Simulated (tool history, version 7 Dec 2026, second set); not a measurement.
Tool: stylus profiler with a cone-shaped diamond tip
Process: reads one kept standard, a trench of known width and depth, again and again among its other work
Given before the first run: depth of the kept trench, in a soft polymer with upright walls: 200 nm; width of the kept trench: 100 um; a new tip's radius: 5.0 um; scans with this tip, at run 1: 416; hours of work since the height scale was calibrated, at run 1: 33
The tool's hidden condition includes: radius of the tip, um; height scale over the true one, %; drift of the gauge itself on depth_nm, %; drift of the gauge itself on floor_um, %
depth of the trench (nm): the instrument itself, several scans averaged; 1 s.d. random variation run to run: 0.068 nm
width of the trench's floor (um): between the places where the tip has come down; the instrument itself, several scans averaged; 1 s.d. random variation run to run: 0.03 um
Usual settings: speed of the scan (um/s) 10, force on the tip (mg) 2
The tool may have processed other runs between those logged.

run	day	speed of the scan (um/s)	force on the tip (mg)	scans with this tip	hours of work since the height scale was calibrated	depth of the trench (nm)	width of the trench's floor (um)
1	0	10	2	416	33	203.15	97.03
2	1.904	6	2	790	63	203.05	97.07
3	3.883	6	2	1177	94	203.24	97.01
4	4.758	10	2	1349	107	203.14	96.99
5	6.242	10	5.5	1640	130	206.09	97
6	7.642	10	5.5	1913	152	206.12	96.98
7	9.225	10	2	2224	177	203.24	96.94
8	10.038	10	2	2383	189	203.29	96.94
9	11.254	10	2	2622	208	203.17	96.97
10	12.396	7	2	2845	226	203.27	96.89
11	13.238	2	2	3010	239	203.2	96.92
12	14.062	10	2	3172	252	203.34	96.91
# day 14.238: height scale calibrated on a step standard
13	15.479	4	2	3445	19	203.35	96.9
14	17.388	4	2.2	3819	49	203.61	96.91
15	18.379	8	1	4014	65	202.14	96.84
16	19.562	5	2	4246	83	203.39	96.82
17	21.075	6	3.9	4542	106	205.05	96.86
18	22.417	4	5.23	4805	127	206.06	96.82

Run 19 is up next; what results do you expect?
# day 22.871: height scale calibrated on a step standard, once more
19	23.571	4	5.23	5027	11	?	?

{"run 19": {"depth of the trench (nm)": 205.87, "width of the trench's floor (um)": 96.81}}
Were there no unlogged condition in the tool, this run, its random variation unchanged, would have produced depth of the trench (nm) 205.77, width of the trench's floor (um) 97.19.
